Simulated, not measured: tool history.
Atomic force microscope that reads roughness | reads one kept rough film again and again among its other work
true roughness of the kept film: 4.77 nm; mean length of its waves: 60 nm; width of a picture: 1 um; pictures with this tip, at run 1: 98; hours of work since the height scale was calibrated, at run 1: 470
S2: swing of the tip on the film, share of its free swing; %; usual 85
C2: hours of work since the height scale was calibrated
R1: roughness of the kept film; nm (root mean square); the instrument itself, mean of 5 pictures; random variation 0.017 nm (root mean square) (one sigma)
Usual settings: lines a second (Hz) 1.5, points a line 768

{"run": 1, "hour": 0.0, "lines a second (Hz)": 1.5, "S2": 85, "points a line": 768, "pictures with this tip": 98, "C2": 470, "R1": 4.198}
{"run": 2, "hour": 28.5, "lines a second (Hz)": 1.5, "S2": 85, "points a line": 768, "pictures with this tip": 126, "C2": 485, "R1": 4.191}
{"run": 3, "hour": 69.3, "lines a second (Hz)": 1.5, "S2": 71, "points a line": 768, "pictures with this tip": 166, "C2": 505, "R1": 4.396}
{"run": 4, "hour": 110.6, "lines a second (Hz)": 1.5, "S2": 71, "points a line": 534, "pictures with this tip": 206, "C2": 526, "R1": 4.371}
{"hour": 132.7, "done": "new tip fitted"}
{"run": 5, "hour": 165.8, "lines a second (Hz)": 1.31, "S2": 85, "points a line": 768, "pictures with this tip": 32, "C2": 553, "R1": 4.255}
{"run": 6, "hour": 218.1, "lines a second (Hz)": 1.51, "S2": 85, "points a line": 768, "pictures with this tip": 83, "C2": 579, "R1": 4.199}
{"run": 7, "hour": 249.0, "lines a second (Hz)": 1.51, "S2": 85, "points a line": 768, "pictures with this tip": 113, "C2": 595, "R1": 4.171}
{"run": 8, "hour": 319.4, "lines a second (Hz)": 1.51, "S2": 85, "points a line": 768, "pictures with this tip": 181, "C2": 630, "R1": 4.18}
{"hour": 364.3, "done": "new tip fitted"}
{"run": 9, "hour": 365.8, "lines a second (Hz)": 1.51, "S2": 85, "points a line": 768, "pictures with this tip": 1, "C2": 653, "R1": 4.189}
{"run": 10, "hour": 403.1, "lines a second (Hz)": 1.68, "S2": 85, "points a line": 768, "pictures with this tip": 38, "C2": 671, "R1": 4.127}
{"run": 11, "hour": 432.1, "lines a second (Hz)": 1.68, "S2": 85, "points a line": 768, "pictures with this tip": 66, "C2": 686, "R1": 4.147}
{"run": 12, "hour": 502.6, "lines a second (Hz)": 1.5, "S2": 85, "points a line": 768, "pictures with this tip": 134, "C2": 721, "R1": 4.186}
{"run": 13, "hour": 559.6, "lines a second (Hz)": 1.5, "S2": 62, "points a line": 768, "pictures with this tip": 190, "C2": 750, "R1": 4.468}
{"hour": 594.8, "done": "new tip fitted"}
{"run": 14, "hour": 605.7, "lines a second (Hz)": 3.96, "S2": 62, "points a line": 768, "pictures with this tip": 11, "C2": 772, "R1": 4.28}
{"run": 15, "hour": 667.4, "lines a second (Hz)": 1.5, "S2": 85, "points a line": 643, "pictures with this tip": 71, "C2": 803, "R1": 4.177}
{"run": 16, "hour": 709.3, "lines a second (Hz)": 1.5, "S2": 85, "points a line": 643, "pictures with this tip": 111, "C2": 824, "R1": 4.209}
{"run": 17, "hour": 766.8, "lines a second (Hz)": 1.5, "S2": 85, "points a line": 469, "pictures with this tip": 167, "C2": 853, "R1": 4.17}
{"run": 18, "hour": 821.1, "lines a second (Hz)": 1.5, "S2": 85, "points a line": 469, "pictures with this tip": 220, "C2": 880, "R1": 4.216}
{"hour": 825.8, "done": "new tip fitted"}
{"run": 19, "hour": 859.8, "lines a second (Hz)": 1.5, "S2": 85, "points a line": 469, "pictures with this tip": 33, "C2": 899, "R1": 4.172}
{"run": 20, "hour": 922.6, "lines a second (Hz)": 1.5, "S2": 85, "points a line": 469, "pictures with this tip": 94, "C2": 931, "R1": 4.201}
{"run": 21, "hour": 969.9, "lines a second (Hz)": 1.5, "S2": 85, "points a line": 469, "pictures with this tip": 140, "C2": 954, "R1": 4.173}
{"run": 22, "hour": 1036.6, "lines a second (Hz)": 1.5, "S2": 85, "points a line": 469, "pictures with this tip": 205, "C2": 988, "R1": 4.183}
{"hour": 1056.7, "done": "new tip fitted"}
{"run": 23, "hour": 1097.1, "lines a second (Hz)": 1.5, "S2": 85, "points a line": 469, "pictures with this tip": 39, "C2": 1017, "R1": 4.171}

Run 24 comes next. What will it give?
{"run": 24, "hour": 1162.0, "lines a second (Hz)": 1.5, "S2": 85, "points a line": 469, "pictures with this tip": 102, "C2": 1050, "R1": "?"}

{"run 24": {"R1": 4.165}}
Without the tool's hidden state the same run would have given R1 4.166 nm (root mean square).
